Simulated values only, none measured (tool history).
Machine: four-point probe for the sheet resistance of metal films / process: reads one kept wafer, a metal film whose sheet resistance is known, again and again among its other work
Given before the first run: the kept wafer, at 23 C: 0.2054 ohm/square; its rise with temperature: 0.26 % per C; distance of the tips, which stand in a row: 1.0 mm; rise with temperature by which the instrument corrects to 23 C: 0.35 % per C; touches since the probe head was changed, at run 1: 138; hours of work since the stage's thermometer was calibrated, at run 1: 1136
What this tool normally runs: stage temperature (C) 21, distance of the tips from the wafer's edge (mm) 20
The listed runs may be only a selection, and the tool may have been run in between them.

run	hour	stage temperature (C)	distance of the tips from the wafer's edge (mm)	touches since the probe head was changed	hours of work since the stage's thermometer was calibrated	sheet resistance as the instrument gives it (ohm/square)
1	0.0	21	20	138	1136	0.206282
2	42.6	21	20	2661	1165	0.206177
3	89.3	21	20	5425	1196	0.206069
4	131.4	21	20	7919	1224	0.205971
5	161.8	21	25	9721	1245	0.205783
6	181.6	21	20	10892	1258	0.205790
7	216.7	21	20	12969	1281	0.205780
8	261.0	21	20	15596	1311	0.205764
9	295.6	21	20	17642	1334	0.205648
10	338.7	21	20	20197	1363	0.205467
11	372.5	21	9	22193	1385	0.206452
12	398.7	21	9	23750	1403	0.206458
13	434.7	28	13	25879	1427	0.204271
14	477.4	31	14	28407	1456	0.203582
15	512.1	18	3	30461	1479	0.217000
16	548.9	19	5	32641	1503	0.209405
17	572.9	25	64	34063	1520	0.203937

Consider 3 possible next runs. They are alternatives, not a sequence: every one starts from the tool as it was left by run 17. What does each give?
A	613.0	24	20	36439	1546	?
B	613.0	24	50	36439	1546	?
C	613.0	21	4	36439	1546	?

run	sheet resistance as the instrument gives it (ohm/square)
A	0.204284
B	0.204052
C	0.211291
Had the tool no hidden state, the same runs would have come out as:
run	sheet resistance as the instrument gives it (ohm/square)
A	0.205465
B	0.205232
C	0.212513
